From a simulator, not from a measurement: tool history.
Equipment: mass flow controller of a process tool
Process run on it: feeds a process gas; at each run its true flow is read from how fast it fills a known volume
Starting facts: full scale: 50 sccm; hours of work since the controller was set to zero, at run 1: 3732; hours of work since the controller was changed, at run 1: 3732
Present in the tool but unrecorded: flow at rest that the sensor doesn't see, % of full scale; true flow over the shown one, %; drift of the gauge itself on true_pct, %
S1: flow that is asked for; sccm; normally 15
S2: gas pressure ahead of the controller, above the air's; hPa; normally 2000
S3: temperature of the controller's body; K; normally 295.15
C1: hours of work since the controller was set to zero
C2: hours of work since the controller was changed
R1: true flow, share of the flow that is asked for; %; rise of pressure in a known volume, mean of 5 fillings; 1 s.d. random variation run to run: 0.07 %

Run 1, hour 0.0: usual settings; C1 3732; C2 3732. Result: R1 93.73 %.
Run 2, hour 40.4: usual settings but S2 1920 hPa; C1 3756; C2 3756. Result: R1 93.67 %.
Run 3, hour 110.8: usual settings; C1 3798; C2 3798. Result: R1 93.62 %.
Run 4, hour 157.7: usual settings but S2 2110 hPa; C1 3826; C2 3826. Result: R1 93.67 %.
Run 5, hour 215.9: usual settings but S2 2110 hPa; C1 3860; C2 3860. Result: R1 93.51 %.
Run 6, hour 290.3: usual settings but S2 2110 hPa; C1 3904; C2 3904. Result: R1 93.56 %.
Run 7, hour 323.5: usual settings but S2 2110 hPa; C1 3924; C2 3924. Result: R1 93.61 %.
Run 8, hour 376.5: usual settings but S2 2110 hPa; C1 3955; C2 3955. Result: R1 93.54 %.
Run 9, hour 441.8: usual settings but S2 2110 hPa; C1 3994; C2 3994. Result: R1 93.50 %.
Run 10, hour 500.3: usual settings but S2 2110 hPa; C1 4028; C2 4028. Result: R1 93.45 %.
Run 11, hour 572.8: usual settings but S2 2110 hPa; C1 4071; C2 4071. Result: R1 93.28 %.
Run 12, hour 646.4: usual settings but S1 17 sccm; C1 4115; C2 4115. Result: R1 93.65 %.
Run 13, hour 693.4: usual settings but S1 17 sccm; C1 4143; C2 4143. Result: R1 93.60 %.
Run 14, hour 734.2: usual settings; C1 4167; C2 4167. Result: R1 93.19 %.
At hour 738.4: controller's zero set anew.
Run 15, hour 766.2: usual settings; C1 16; C2 4186. Result: R1 92.59 %.
Run 16, hour 808.7: usual settings; C1 42; C2 4211. Result: R1 92.28 %.
Run 17, hour 878.6: usual settings; C1 83; C2 4252. Result: R1 92.33 %.
Run 18, hour 931.1: usual settings; C1 114; C2 4283. Result: R1 92.27 %.
At hour 960.7: controller's zero set anew, once more.
Run 19, hour 1002.6: usual settings but S2 1990 hPa; C1 25; C2 4325. Result: R1 95.09 %.
Run 20, hour 1043.1: usual settings but S2 1990 hPa; C1 49; C2 4349. Result: R1 94.80 %.
Run 21, hour 1117.8: usual settings but S2 1990 hPa; C1 93; C2 4393. Result: R1 94.98 %.
Run 22, hour 1156.8: usual settings but S1 22 sccm, S2 2590 hPa, S3 309.15 K; C1 116; C2 4416. Result: R1 96.93 %.
Run 23, hour 1226.5: usual settings but S1 22 sccm, S2 2590 hPa, S3 309.15 K; C1 157; C2 4458. Result: R1 96.98 %.
Run 24, hour 1301.1: usual settings; C1 201; C2 4502. Result: R1 94.82 %.
Run 25, hour 1350.4: usual settings but S2 2150 hPa, S3 298.15 K; C1 231; C2 4531. Result: R1 95.03 %.
Run 26, hour 1394.7: usual settings but S2 2150 hPa, S3 298.15 K; C1 257; C2 4557. Result: R1 95.07 %.
Run 27, hour 1425.8: usual settings but S1 24 sccm, S2 2010 hPa, S3 313.15 K; C1 275; C2 4576. Result: R1 97.28 %.
Run 28, hour 1492.3: usual settings but S1 24 sccm, S2 2010 hPa, S3 313.15 K; C1 315; C2 4615. Result: R1 97.19 %.
Run 29, hour 1546.5: usual settings but S1 6 sccm, S2 1590 hPa; C1 347; C2 4647. Result: R1 93.46 %.
Run 30, hour 1606.7: usual settings but S1 6 sccm, S2 1650 hPa; C1 382; C2 4683. Result: R1 93.29 %.
Run 31, hour 1662.4: usual settings but S1 40 sccm, S3 294.15 K; C1 415; C2 4716. Result: R1 96.61 %.
Run 32, hour 1731.4: usual settings but S2 2210 hPa, S3 299.15 K; C1 456; C2 4756. Result: R1 95.07 %.
Run 33, hour 1785.8: usual settings but S2 2210 hPa, S3 299.15 K; C1 488; C2 4789. Result: R1 95.03 %.
Run 34, hour 1842.8: usual settings but S2 2210 hPa, S3 299.15 K; C1 522; C2 4822. Result: R1 94.94 %.
Run 35, hour 1895.1: usual settings but S2 2460 hPa, S3 309.15 K; C1 553; C2 4853. Result: R1 95.99 %.
Run 36, hour 1940.7: usual settings but S2 1510 hPa, S3 310.15 K; C1 580; C2 4880. Result: R1 95.78 %.
Run 37, hour 1998.5: usual settings but S2 2100 hPa, S3 294.15 K; C1 614; C2 4914. Result: R1 94.44 %.
Run 38, hour 2062.3: usual settings but S2 2100 hPa, S3 294.15 K; C1 652; C2 4952. Result: R1 94.29 %.
Run 39, hour 2116.2: usual settings but S2 1600 hPa, S3 301.15 K; C1 684; C2 4984. Result: R1 94.87 %.
Run 40, hour 2167.0: usual settings but S1 6 sccm, S2 2420 hPa, S3 301.15 K; C1 714; C2 5014. Result: R1 93.64 %.
Run 41, hour 2204.2: usual settings but S1 6 sccm, S2 2420 hPa, S3 301.15 K; C1 736; C2 5036. Result: R1 93.57 %.

The next listed run, before its measurement:
Run 42, hour 2273.3: usual settings but S1 6 sccm, S2 2420 hPa, S3 301.15 K; C1 777; C2 5077. Result: R1 ?.

{"run 42": {"R1": 93.42}}
If the tool had no hidden condition, the same run with the same run-to-run variation would have returned R1 97.21 %.
